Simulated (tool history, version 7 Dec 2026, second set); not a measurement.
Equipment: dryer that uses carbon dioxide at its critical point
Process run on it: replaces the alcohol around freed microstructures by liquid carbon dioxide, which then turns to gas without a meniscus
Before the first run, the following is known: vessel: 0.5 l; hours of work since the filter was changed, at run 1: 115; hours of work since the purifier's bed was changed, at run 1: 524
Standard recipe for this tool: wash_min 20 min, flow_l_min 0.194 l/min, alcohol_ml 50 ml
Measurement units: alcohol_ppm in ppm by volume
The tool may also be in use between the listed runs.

run     day  wash_min  flow_l_min  alcohol_ml  hours of work since the filter was changed  hours of work since the purifier's bed was changed  alcohol_ppm
  1       0        20       0.194          50                                         115                                                 524          277
  2   0.638        20       0.194          50                                         122                                                 531          276
  3   1.821        20       0.194          47                                         134                                                 543          274
  4   2.567        20       0.194          47                                         142                                                 551          276
  5   3.808        16       0.194          50                                         156                                                 565          915
  6   4.654        20       0.194          50                                         165                                                 574          296
  7   5.625        20       0.194          50                                         175                                                 584          311
  8   6.817        20       0.194          50                                         188                                                 597          314
  9   7.825        19       0.194          50                                         199                                                 608          419
 10   8.446        19       0.194          50                                         206                                                 615          412
 11   9.375        20       0.194          48                                         216                                                 625          326
 12  10.233        20       0.194          48                                         225                                                 634          320
 13  11.433        20       0.194          50                                         238                                                 647          334
 14  12.317        20       0.194          50                                         248                                                 657          344
 15  13.404        20       0.153          50                                         259                                                 668         1166
 16  13.971        20       0.155          50                                         266                                                 675         1099
 17  14.712        27       0.155          35                                         274                                                 683          187
 18  15.896        22       0.194          50                                         286                                                 695          211
 19  17.183        20       0.247          76                                         300                                                 709          128
 20  18.096        20       0.247          76                                         310                                                 719          137
 21  18.688        20       0.247          76                                         316                                                 725          145
 22  19.512        15       0.188          92                                         325                                                 734         3101
 23  20.588        16       0.255          50                                         337                                                 746          285
 24  21.679        16       0.255          50                                         349                                                 758          293
 25  22.242        16       0.255          50                                         355                                                 764          291
 26  23.229        20       0.138          50                                         366                                                 774         2021
 27   23.95        20       0.138          50                                         373                                                 782         2107
 28  24.662        25       0.311          50                                         381                                                 790           28
 29  25.442        16        0.12          29                                         389                                                 798         4138
 30  26.075        24        0.24          40                                         396                                                 805           52
 31  27.362        24        0.24          40                                         410                                                 819           55
 32  28.271        13       0.254          26                                         420                                                 829          511

What if the next run were any one of these 3? Each begins from the tool's condition after run 32:
  A  29.138        20       0.194          63                                         429                                                 838            ?
  B  29.138        13       0.254          65                                         429                                                 838            ?
  C  29.138        23       0.254          26                                         429                                                 838            ?

run  alcohol_ppm
  A          598
  B         1233
  C           48
With no hidden state in the tool, these same runs would have given:
run  alcohol_ppm
  A          277
  B          639
  C           13
